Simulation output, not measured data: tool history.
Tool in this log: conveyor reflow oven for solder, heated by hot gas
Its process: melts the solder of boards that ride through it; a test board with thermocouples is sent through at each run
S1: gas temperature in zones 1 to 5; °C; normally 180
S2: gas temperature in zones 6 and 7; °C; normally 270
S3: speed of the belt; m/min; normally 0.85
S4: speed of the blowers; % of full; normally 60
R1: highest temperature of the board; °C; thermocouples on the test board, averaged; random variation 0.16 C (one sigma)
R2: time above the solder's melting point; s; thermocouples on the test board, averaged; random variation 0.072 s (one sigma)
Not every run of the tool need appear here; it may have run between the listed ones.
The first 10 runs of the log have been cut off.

| run | hour | S1 | S2 | S3 | S4 | R1 | R2 |
|---|---|---|---|---|---|---|---|
| 11 | 171 | 180 | 270 | 0.814 | 60 | 252.8 | 46.1 |
| 12 | 183.6 | 180 | 270 | 0.814 | 60 | 253 | 46.18 |
| 13 | 201 | 180 | 270 | 0.814 | 60 | 252.9 | 45.96 |
| 14 | 218.5 | 180 | 270 | 0.814 | 60 | 252.6 | 45.99 |
|  | 242.3 | flux residue cleaned out of gas plates and filters |
| 15 | 243.3 | 180 | 270 | 0.85 | 60 | 248.9 | 41.31 |
| 16 | 264.5 | 180 | 270 | 0.85 | 60 | 248.9 | 41.35 |
| 17 | 283.4 | 180 | 270 | 0.85 | 60 | 248.8 | 41.22 |
| 18 | 295 | 180 | 270 | 0.952 | 84 | 248.8 | 36.76 |
| 19 | 311.8 | 180 | 270 | 0.952 | 70 | 246.4 | 35 |
| 20 | 336.8 | 180 | 270 | 0.952 | 70 | 246.3 | 34.81 |
| 21 | 348.8 | 185 | 270 | 0.911 | 89 | 251.5 | 41.66 |
|  | 362.1 | flux residue cleaned out of gas plates and filters, once more |
| 22 | 379.2 | 168 | 271 | 0.806 | 89 | 259.8 | 48.15 |
| 23 | 399.8 | 168 | 258 | 0.806 | 61 | 243.6 | 38.45 |
| 24 | 424.7 | 190 | 270 | 0.85 | 61 | 256 | 49.1 |
| 25 | 446.3 | 182 | 277 | 0.85 | 61 | 260.4 | 48.75 |
| 26 | 457.5 | 180 | 263 | 0.682 | 54 | 252.3 | 56.69 |
| 27 | 471.5 | 177 | 269 | 0.85 | 79 | 255.8 | 45.66 |
| 28 | 483.5 | 177 | 269 | 0.85 | 77 | 255.2 | 45.48 |
| 29 | 498.4 | 169 | 269 | 0.85 | 66 | 252.3 | 41.39 |
| 30 | 520.2 | 169 | 269 | 0.85 | 66 | 252.3 | 41.27 |
| 31 | 542.8 | 169 | 269 | 0.85 | 66 | 252 | 41.25 |

Alternative continuations, all from the tool just after run 31; predict every row:
| A | 565.3 | 180 | 261 | 0.85 | 60 | ? | ? |
| B | 565.3 | 194 | 269 | 0.85 | 76 | ? | ? |
| C | 565.3 | 180 | 269 | 0.915 | 82 | ? | ? |

| run | R1 | R2 |
|---|---|---|
| A | 245.8 | 40.64 |
| B | 257.2 | 51.6 |
| C | 254.2 | 42.11 |
Without the tool's hidden state the same runs would have given:
| run | R1 | R2 |
|---|---|---|
| A | 247.4 | 41.33 |
| B | 258.8 | 51.73 |
| C | 255.9 | 42.56 |

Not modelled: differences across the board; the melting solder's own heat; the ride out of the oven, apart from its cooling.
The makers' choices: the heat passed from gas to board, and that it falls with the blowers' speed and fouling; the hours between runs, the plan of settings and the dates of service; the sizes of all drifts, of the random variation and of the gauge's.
